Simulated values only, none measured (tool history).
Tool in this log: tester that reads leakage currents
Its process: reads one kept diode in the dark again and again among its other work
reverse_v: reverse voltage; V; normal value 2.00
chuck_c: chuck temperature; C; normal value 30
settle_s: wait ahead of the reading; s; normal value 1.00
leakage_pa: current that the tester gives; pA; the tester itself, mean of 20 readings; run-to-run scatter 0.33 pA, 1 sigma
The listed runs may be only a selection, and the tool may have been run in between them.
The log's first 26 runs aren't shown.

| run | hour | reverse_v | chuck_c | settle_s | leakage_pa |
|---|---|---|---|---|---|
| 27 | 1523.0 | 1.16 | 21 | 0.98 | 41.29 |
| 28 | 1558.6 | 4.36 | 27 | 0.98 | 119.17 |
|  | 1593.5 | tester calibrated |
| 29 | 1593.5 | 4.36 | 27 | 0.98 | 116.56 |
| 30 | 1662.0 | 4.36 | 27 | 0.98 | 117.60 |
| 31 | 1720.3 | 1.14 | 42 | 2.21 | 281.96 |
| 32 | 1771.7 | 1.14 | 42 | 2.21 | 283.78 |
| 33 | 1832.5 | 4.13 | 45 | 2.16 | 574.68 |
| 34 | 1873.3 | 4.13 | 28 | 2.16 | 127.68 |
| 35 | 1942.3 | 4.13 | 28 | 2.16 | 127.97 |
| 36 | 1998.9 | 11.79 | 38 | 7.65 | 461.09 |
| 37 | 2076.4 | 12.76 | 21 | 1.19 | 107.05 |
| 38 | 2120.8 | 1.56 | 52 | 0.66 | 746.66 |
| 39 | 2185.9 | 13.17 | 23 | 0.60 | 131.47 |
| 40 | 2240.2 | 2.00 | 21 | 3.02 | 51.94 |

Below are 3 alternative next runs, each starting from the tool's condition after run 40. Predict each:
| A | 2308.2 | 7.22 | 30 | 1.00 | ? |
| B | 2308.2 | 11.40 | 25 | 0.44 | ? |
| C | 2308.2 | 10.68 | 55 | 6.50 | ? |

| run | leakage_pa |
|---|---|
| A | 195.11 |
| B | 149.66 |
| C | 1876.28 |
With no hidden state in the tool, these same runs would have given:
| run | leakage_pa |
|---|---|
| A | 172.49 |
| B | 126.60 |
| C | 1733.76 |

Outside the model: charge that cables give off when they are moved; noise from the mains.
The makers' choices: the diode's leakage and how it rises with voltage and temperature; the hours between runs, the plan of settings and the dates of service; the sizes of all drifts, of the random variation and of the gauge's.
